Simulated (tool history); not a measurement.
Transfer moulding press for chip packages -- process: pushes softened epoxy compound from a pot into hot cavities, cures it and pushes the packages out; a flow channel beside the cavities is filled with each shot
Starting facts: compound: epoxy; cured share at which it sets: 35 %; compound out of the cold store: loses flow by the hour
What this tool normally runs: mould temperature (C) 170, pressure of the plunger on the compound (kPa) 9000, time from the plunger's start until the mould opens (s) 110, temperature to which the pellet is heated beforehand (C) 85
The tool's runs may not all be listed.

| run | day | mould temperature (C) | pressure of the plunger on the compound (kPa) | time from the plunger's start until the mould opens (s) | temperature to which the pellet is heated beforehand (C) | incoming compound's hours out of the cold store | length that the compound runs in the flow channel (mm) | greatest force on the pins that push the packages out (N) |
|---|---|---|---|---|---|---|---|---|
| 1 | 0 | 170 | 9000 | 110 | 85 | 14.8 | 929 | 666 |
|  | 1.162 | cavities cleaned with cleaning compound and waxed |
| 2 | 3.504 | 170 | 9000 | 110 | 85 | 47.5 | 822 | 602 |
|  | 6.004 | cavities cleaned with cleaning compound and waxed |
| 3 | 6.817 | 170 | 9000 | 110 | 85 | 47.3 | 832 | 460 |
| 4 | 8.517 | 170 | 9000 | 110 | 85 | 23.2 | 886 | 605 |
|  | 10.708 | cavities cleaned with cleaning compound and waxed |
| 5 | 11.958 | 170 | 9000 | 110 | 85 | 44.8 | 830 | 506 |
| 6 | 15.05 | 170 | 9000 | 110 | 85 | 18.3 | 869 | 723 |
|  | 15.375 | cavities cleaned with cleaning compound and waxed |
|  | 16.325 | mould's thermocouples calibrated |
| 7 | 19.004 | 175 | 10150 | 98 | 85 | 16 | 895 | 610 |
|  | 20.233 | cavities cleaned with cleaning compound and waxed |
|  | 20.825 | plunger's sealing rings changed |
| 8 | 21.458 | 170 | 9000 | 148 | 78 | 8.6 | 948 | 433 |
| 9 | 24.596 | 164 | 7530 | 121 | 80 | 20.3 | 856 | 838 |

Run 10 is up next; what results do you expect?
|  | 25.204 | cavities cleaned with cleaning compound and waxed |
| 10 | 27.642 | 164 | 7530 | 134 | 83 | 16.7 | ? | ? |

Run 10 came out at length that the compound runs in the flow channel (mm) 861, greatest force on the pins that push the packages out (N) 624.
Had the tool carried no hidden state, the very same run would have given length that the compound runs in the flow channel (mm) 881, greatest force on the pins that push the packages out (N) 353.
